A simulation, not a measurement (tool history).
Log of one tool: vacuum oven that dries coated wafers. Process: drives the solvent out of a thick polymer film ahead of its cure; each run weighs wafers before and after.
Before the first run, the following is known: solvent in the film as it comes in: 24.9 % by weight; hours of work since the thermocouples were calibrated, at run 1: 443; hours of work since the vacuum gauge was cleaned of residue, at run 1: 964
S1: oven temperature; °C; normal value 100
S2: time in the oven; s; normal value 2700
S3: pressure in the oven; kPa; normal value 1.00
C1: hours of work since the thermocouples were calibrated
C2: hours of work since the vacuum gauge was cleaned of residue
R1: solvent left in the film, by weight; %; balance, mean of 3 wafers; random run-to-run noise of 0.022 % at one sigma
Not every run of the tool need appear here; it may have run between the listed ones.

Run 1, hour 0.0: usual settings; C1 443; C2 964. Result: R1 2.06 %.
Run 2, hour 36.2: usual settings; C1 470; C2 991. Result: R1 2.09 %.
Run 3, hour 61.2: usual settings; C1 488; C2 1009. Result: R1 2.07 %.
Run 4, hour 78.9: usual settings; C1 501; C2 1022. Result: R1 2.09 %.
Run 5, hour 96.5: usual settings; C1 513; C2 1034. Result: R1 2.08 %.
Run 6, hour 136.0: usual settings but S2 1320 s; C1 542; C2 1063. Result: R1 6.07 %.
Run 7, hour 172.9: usual settings but S2 1320 s; C1 569; C2 1090. Result: R1 6.04 %.
Run 8, hour 210.1: usual settings but S2 1320 s; C1 596; C2 1117. Result: R1 6.01 %.
Run 9, hour 241.2: usual settings but S2 1320 s, S3 3.31 kPa; C1 618; C2 1139. Result: R1 6.90 %.
Run 10, hour 260.9: usual settings but S2 1320 s, S3 3.31 kPa; C1 633; C2 1154. Result: R1 7.08 %.
Run 11, hour 281.0: usual settings; C1 647; C2 1168. Result: R1 2.02 %.
Run 12, hour 298.9: usual settings; C1 660; C2 1181. Result: R1 2.02 %.
At hour 313.2: oven's thermocouples calibrated.
Run 13, hour 335.3: usual settings; C1 16; C2 1206. Result: R1 2.20 %.
Run 14, hour 356.9: usual settings; C1 32; C2 1222. Result: R1 2.18 %.
Run 15, hour 380.2: usual settings but S3 3.11 kPa; C1 49; C2 1239. Result: R1 3.30 %.
Run 16, hour 396.8: usual settings; C1 61; C2 1251. Result: R1 2.19 %.
Run 17, hour 422.0: usual settings; C1 79; C2 1269. Result: R1 2.16 %.
Run 18, hour 450.9: usual settings but S3 0.80 kPa; C1 100; C2 1290. Result: R1 2.11 %.
Run 19, hour 477.0: usual settings but S2 4500 s; C1 119; C2 1309. Result: R1 0.95 %.
Run 20, hour 502.5: usual settings but S2 3480 s; C1 137; C2 1328. Result: R1 1.40 %.
Run 21, hour 532.2: usual settings; C1 159; C2 1349. Result: R1 2.19 %.
Run 22, hour 549.1: usual settings; C1 171; C2 1362. Result: R1 2.18 %.
Run 23, hour 584.0: usual settings; C1 197; C2 1387. Result: R1 2.13 %.
Run 24, hour 611.7: usual settings; C1 217; C2 1407. Result: R1 2.10 %.
Run 25, hour 636.2: usual settings but S1 110 °C, S2 1440 s, S3 2.60 kPa; C1 234; C2 1425. Result: R1 3.45 %.
Run 26, hour 675.2: usual settings but S1 110 °C, S2 2280 s, S3 2.60 kPa; C1 263; C2 1453. Result: R1 1.79 %.
Run 27, hour 693.7: usual settings but S1 115 °C, S2 2280 s, S3 1.48 kPa; C1 276; C2 1467. Result: R1 0.91 %.
Run 28, hour 728.4: usual settings but S1 91 °C, S2 1740 s, S3 1.48 kPa; C1 301; C2 1492. Result: R1 7.39 %.
Run 29, hour 752.5: usual settings but S1 91 °C, S2 1740 s, S3 1.48 kPa; C1 319; C2 1509. Result: R1 7.50 %.
Run 30, hour 782.7: usual settings but S1 91 °C, S2 1740 s, S3 1.48 kPa; C1 341; C2 1531. Result: R1 7.41 %.
Run 31, hour 819.9: usual settings but S2 1800 s, S3 0.66 kPa; C1 368; C2 1558. Result: R1 3.91 %.
Run 32, hour 844.8: usual settings but S1 98 °C, S2 1800 s, S3 0.66 kPa; C1 386; C2 1576. Result: R1 4.41 %.
Run 33, hour 880.7: usual settings but S1 97 °C, S2 4740 s, S3 1.24 kPa; C1 412; C2 1602. Result: R1 1.25 %.
Run 34, hour 919.5: usual settings but S1 91 °C, S2 2580 s, S3 0.54 kPa; C1 440; C2 1631. Result: R1 4.18 %.
Run 35, hour 938.1: usual settings but S1 91 °C, S2 2580 s, S3 0.54 kPa; C1 454; C2 1644. Result: R1 4.20 %.
Run 36, hour 976.5: usual settings but S1 91 °C, S2 2580 s, S3 0.59 kPa; C1 482; C2 1672. Result: R1 4.23 %.
Run 37, hour 1011.0: usual settings but S1 101 °C, S2 2820 s; C1 507; C2 1697. Result: R1 1.79 %.
Run 38, hour 1038.0: usual settings but S1 111 °C, S2 2760 s; C1 526; C2 1717. Result: R1 0.76 %.
Run 39, hour 1056.5: usual settings but S1 111 °C, S2 2220 s; C1 540; C2 1730. Result: R1 1.13 %.
Run 40, hour 1094.0: usual settings but S1 104 °C; C1 567; C2 1757. Result: R1 1.47 %.
Run 41, hour 1113.2: usual settings but S2 3660 s; C1 581; C2 1771. Result: R1 1.26 %.
Run 42, hour 1145.5: usual settings but S1 109 °C, S2 3480 s, S3 1.05 kPa; C1 604; C2 1795. Result: R1 0.65 %.
Run 43, hour 1176.6: usual settings but S2 1800 s, S3 3.48 kPa; C1 627; C2 1817. Result: R1 5.11 %.
Run 44, hour 1201.1: usual settings but S1 89 °C, S2 2460 s, S3 2.99 kPa; C1 645; C2 1835. Result: R1 6.54 %.
At hour 1235.9: oven's thermocouples calibrated.
Run 45, hour 1238.4: usual settings but S1 89 °C, S2 2460 s, S3 2.99 kPa; C1 2; C2 1861. Result: R1 6.97 %.
Run 46, hour 1257.2: usual settings but S2 4080 s, S3 2.43 kPa; C1 15; C2 1874. Result: R1 1.94 %.

Table of differences, measured result less the result of that run with no hidden state. Run-to-run variation is the same in both. Gauge scatter possibly is not:
Hidden state at play: true wafer temperature over the reading, C; true pressure over the reading, kPa; drift of the gauge itself on solvent_pct, %.
run     R1
  1  -0.01
  2  -0.01
  3  -0.02
  4  -0.03
  5  -0.03
  6  -0.16
  7  -0.19
  8  -0.20
  9  -0.23
 10  -0.24
 11  -0.06
 12  -0.06
 13  +0.11
 14  +0.11
 15  +0.09
 16  +0.10
 17  +0.09
 18  +0.09
 19  +0.13
 20  +0.11
 21  +0.07
 22  +0.07
 23  +0.06
 24  +0.05
 25  -0.03
 26  +0.03
 27  +0.06
 28  -0.07
 29  -0.07
 30  -0.09
 31  -0.07
 32  -0.09
 33  +0.12
 34  -0.06
 35  -0.07
 36  -0.09
 37  +0.00
 38  +0.07
 39  +0.01
 40  +0.00
 41  +0.07
 42  +0.09
 43  -0.23
 44  -0.24
 45  +0.17
 46  +0.19
